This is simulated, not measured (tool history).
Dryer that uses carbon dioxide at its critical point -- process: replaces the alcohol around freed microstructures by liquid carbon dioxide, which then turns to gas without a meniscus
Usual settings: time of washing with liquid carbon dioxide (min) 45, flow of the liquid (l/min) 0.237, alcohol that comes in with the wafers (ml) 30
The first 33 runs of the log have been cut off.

run,day,time of washing with liquid carbon dioxide (min),flow of the liquid (l/min),alcohol that comes in with the wafers (ml),alcohol left in the vessel before it's heated (ppm by volume)
34,8.779,45,0.295,30,199
35,9.104,45,0.295,30,201
36,9.346,33,0.321,53,488
37,9.612,61,0.243,29,166
38,9.788,61,0.243,29,175
39,10.071,28,0.186,71,4391
# day 10.354: inlet filter changed
40,10.438,28,0.186,71,3711
41,10.662,28,0.186,71,3721
42,10.821,28,0.186,71,3789
43,11.042,28,0.186,71,3716
44,11.25,28,0.186,71,3853
45,11.408,28,0.186,31,1751
46,11.788,29,0.332,22,313

Branching from run 46: 4 alternative next runs. What would each branch give?
A,12.025,45,0.386,30,?
B,12.025,42,0.28,30,?
C,12.025,37,0.202,22,?
D,12.025,29,0.382,113,?

run,alcohol left in the vessel before it's heated (ppm by volume)
A,162
B,245
C,573
D,632
Stripped of hidden state, with their random variation kept, the same runs would have yielded:
run,alcohol left in the vessel before it's heated (ppm by volume)
A,14
B,93
C,413
D,463

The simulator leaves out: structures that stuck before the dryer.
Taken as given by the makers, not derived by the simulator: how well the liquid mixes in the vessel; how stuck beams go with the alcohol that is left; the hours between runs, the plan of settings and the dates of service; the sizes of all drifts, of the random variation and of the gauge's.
